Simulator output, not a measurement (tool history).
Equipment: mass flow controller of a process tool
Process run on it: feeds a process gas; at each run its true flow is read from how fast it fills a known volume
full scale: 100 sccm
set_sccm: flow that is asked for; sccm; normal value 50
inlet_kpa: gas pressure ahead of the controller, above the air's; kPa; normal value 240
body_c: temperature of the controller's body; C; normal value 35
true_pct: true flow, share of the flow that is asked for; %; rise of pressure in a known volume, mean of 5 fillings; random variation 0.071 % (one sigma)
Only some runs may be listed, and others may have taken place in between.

run,hour,set_sccm,inlet_kpa,body_c,true_pct
1,0,50,240,35,100.61
2,146.1,50,240,35,100.53
3,259.3,39,240,35,100.65
4,375.6,39,240,35,100.55
5,508.1,39,240,35,100.63
6,608.2,76,240,35,100.81
7,762.4,76,240,35,100.8
8,887.8,50,240,29,100.59
9,964.3,50,240,29,100.41
10,1087.3,50,240,29,100.47
11,1199.6,50,158,29,100.3
12,1268.8,50,158,29,100.41
13,1358,50,149,29,100.34
14,1452.3,50,149,29,100.43
15,1571.9,50,149,29,100.44
16,1676.1,30,277,35,100.96
17,1773.4,11,212,30,101.51
18,1912.1,50,155,35,100.83
19,2025.2,17,168,34,101.24
20,2109.4,15,240,23,100.97
21,2198.1,15,240,23,101.03
22,2354,50,201,35,100.82
23,2470.7,50,147,38,100.95
24,2592.4,28,147,25,100.42
25,2658.7,28,147,25,100.47
26,2814.6,27,240,35,101.12
27,2882,11,264,35,102.3
28,2967.1,11,264,35,102.35

Each row is a separate what-if for the run after 28, all from the same tool condition, not one after another. Results?
A,3059.8,45,195,35,?
B,3059.8,32,141,26,?
C,3059.8,50,142,35,?

run,true_pct
A,101.07
B,100.58
C,100.93
Without the tool's hidden state the same runs would have given:
run,true_pct
A,100.02
B,99.31
C,99.93
